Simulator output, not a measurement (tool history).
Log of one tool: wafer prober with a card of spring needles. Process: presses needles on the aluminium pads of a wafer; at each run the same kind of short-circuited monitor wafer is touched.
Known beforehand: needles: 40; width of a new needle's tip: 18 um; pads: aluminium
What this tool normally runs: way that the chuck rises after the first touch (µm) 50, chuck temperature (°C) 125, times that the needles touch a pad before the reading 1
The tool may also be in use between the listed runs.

| run | day | way that the chuck rises after the first touch (µm) | chuck temperature (°C) | times that the needles touch a pad before the reading | resistance of one needle with its contact and lead (mohm) | way that a needle slides on the pad (µm) |
|---|---|---|---|---|---|---|
| 1 | 0.000 | 50 | 125 | 1 | 155 | 12.43 |
|  | 0.325 | tips cleaned on abrasive film |
| 2 | 0.854 | 50 | 125 | 1 | 154 | 12.44 |
|  | 1.008 | tips cleaned on abrasive film |
| 3 | 1.442 | 50 | 125 | 1 | 153 | 12.38 |
|  | 1.671 | tips cleaned on abrasive film |
| 4 | 2.071 | 50 | 78 | 1 | 146 | 12.39 |
|  | 2.338 | tips cleaned on abrasive film |
| 5 | 2.904 | 50 | 47 | 1 | 142 | 12.39 |
|  | 3.038 | tips cleaned on abrasive film |
| 6 | 3.392 | 50 | 47 | 1 | 141 | 12.42 |
|  | 3.750 | tips cleaned on abrasive film |
| 7 | 4.067 | 50 | 31 | 1 | 138 | 12.40 |
|  | 4.417 | tips cleaned on abrasive film |
| 8 | 4.567 | 50 | 125 | 2 | 154 | 12.37 |
|  | 5.079 | tips cleaned on abrasive film |
| 9 | 5.229 | 50 | 125 | 2 | 154 | 12.40 |
| 10 | 5.617 | 50 | 125 | 2 | 153 | 12.40 |
|  | 5.804 | tips cleaned on abrasive film |
| 11 | 6.096 | 55 | 125 | 2 | 153 | 13.64 |
|  | 6.475 | tips cleaned on abrasive film |
| 12 | 6.950 | 55 | 125 | 2 | 152 | 13.66 |
|  | 7.158 | tips cleaned on abrasive film |
| 13 | 7.779 | 55 | 125 | 2 | 153 | 13.65 |
|  | 7.850 | tips cleaned on abrasive film |
|  | 8.583 | tips cleaned on abrasive film |
| 14 | 8.642 | 50 | 125 | 1 | 152 | 12.39 |
| 15 | 9.133 | 50 | 125 | 1 | 153 | 12.44 |
|  | 9.317 | tips cleaned on abrasive film |
| 16 | 9.517 | 70 | 125 | 1 | 147 | 17.40 |
|  | 9.992 | tips cleaned on abrasive film |
| 17 | 10.079 | 30 | 62 | 1 | 153 | 7.46 |
| 18 | 10.488 | 36 | 125 | 2 | 161 | 8.94 |
|  | 10.683 | tips cleaned on abrasive film |
| 19 | 11.304 | 63 | 27 | 1 | 135 | 15.68 |
|  | 11.379 | tips cleaned on abrasive film |
| 20 | 11.679 | 63 | 27 | 1 | 137 | 15.70 |
|  | 12.062 | tips cleaned on abrasive film |
| 21 | 12.079 | 45 | 48 | 2 | 144 | 11.21 |
|  | 12.754 | tips cleaned on abrasive film |
| 22 | 12.900 | 39 | 32 | 1 | 144 | 9.67 |
|  | 13.379 | height of the first contact set anew |
|  | 13.458 | tips cleaned on abrasive film |
| 23 | 13.512 | 45 | 27 | 2 | 137 | 11.22 |
| 24 | 13.904 | 50 | 72 | 2 | 144 | 12.40 |
|  | 14.154 | tips cleaned on abrasive film |
| 25 | 14.288 | 69 | 125 | 2 | 146 | 17.10 |
|  | 14.825 | tips cleaned on abrasive film |
| 26 | 14.988 | 69 | 125 | 2 | 150 | 17.13 |
|  | 15.508 | tips cleaned on abrasive film |
| 27 | 15.792 | 69 | 125 | 2 | 145 | 17.09 |
|  | 16.192 | tips cleaned on abrasive film |
| 28 | 16.196 | 69 | 125 | 2 | 151 | 17.07 |
| 29 | 16.804 | 39 | 125 | 2 | 156 | 9.68 |
|  | 16.912 | tips cleaned on abrasive film |
| 30 | 17.275 | 39 | 125 | 2 | 158 | 9.71 |
|  | 17.612 | tips cleaned on abrasive film |
| 31 | 17.921 | 55 | 31 | 2 | 136 | 13.62 |
|  | 18.296 | tips cleaned on abrasive film |
| 32 | 18.633 | 65 | 78 | 1 | 143 | 16.14 |

Below are 4 alternative next runs, each starting from the tool's condition after run 32. Predict each:
|  | 18.988 | tips cleaned on abrasive film |
| A | 19.321 | 38 | 113 | 1 | ? | ? |
|  | 18.988 | tips cleaned on abrasive film |
| B | 19.321 | 47 | 40 | 2 | ? | ? |
|  | 18.988 | tips cleaned on abrasive film |
| C | 19.321 | 57 | 125 | 1 | ? | ? |
|  | 18.988 | tips cleaned on abrasive film |
| D | 19.321 | 65 | 78 | 1 | ? | ? |

| run | resistance of one needle with its contact and lead (mohm) | way that a needle slides on the pad (µm) |
|---|---|---|
| A | 155 | 9.46 |
| B | 136 | 11.61 |
| C | 154 | 14.10 |
| D | 143 | 16.14 |
With the hidden condition removed and each run's random variation left untouched, the same runs would have given:
| run | resistance of one needle with its contact and lead (mohm) | way that a needle slides on the pad (µm) |
|---|---|---|
| A | 155 | 9.46 |
| B | 136 | 11.61 |
| C | 154 | 14.10 |
| D | 143 | 16.14 |

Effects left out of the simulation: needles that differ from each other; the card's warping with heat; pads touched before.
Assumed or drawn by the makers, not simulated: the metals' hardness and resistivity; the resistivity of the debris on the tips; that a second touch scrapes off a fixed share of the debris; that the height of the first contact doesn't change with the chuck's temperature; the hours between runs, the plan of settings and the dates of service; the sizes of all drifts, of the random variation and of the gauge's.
